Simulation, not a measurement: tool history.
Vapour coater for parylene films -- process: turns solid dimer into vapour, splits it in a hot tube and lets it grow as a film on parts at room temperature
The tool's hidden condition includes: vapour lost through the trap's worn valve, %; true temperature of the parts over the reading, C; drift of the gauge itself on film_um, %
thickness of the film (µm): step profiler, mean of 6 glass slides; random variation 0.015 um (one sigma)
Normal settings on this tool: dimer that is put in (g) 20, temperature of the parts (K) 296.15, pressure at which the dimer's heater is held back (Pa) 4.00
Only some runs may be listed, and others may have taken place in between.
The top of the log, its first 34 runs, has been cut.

run,hour,dimer that is put in (g),temperature of the parts (K),pressure at which the dimer's heater is held back (Pa),hours of work since the trap's valve was overhauled,hours of work since the table's thermometer was calibrated,thickness of the film (µm)
35,1371.9,23,289.15,3.80,236,608,10.56
36,1416.0,23,289.15,3.80,266,638,10.55
37,1453.4,23,289.15,3.80,291,663,10.49
38,1501.6,20,297.15,4.50,323,695,6.91
39,1556.3,12,297.15,7.72,360,732,4.03
40,1614.2,12,297.15,2.25,399,771,4.31
41,1652.7,20,296.15,2.07,425,797,7.46
42,1703.5,20,294.15,2.07,459,831,7.99
43,1753.2,14,302.15,4.63,493,865,4.09
44,1811.9,9,294.15,2.21,532,904,3.56

Run 45 has not been measured yet. What should we expect?
45,1847.9,10,305.15,5.80,556,928,?

thickness of the film (µm): 2.60
Minus the tool's unlogged condition, the same run would have read thickness of the film (µm) 2.60.
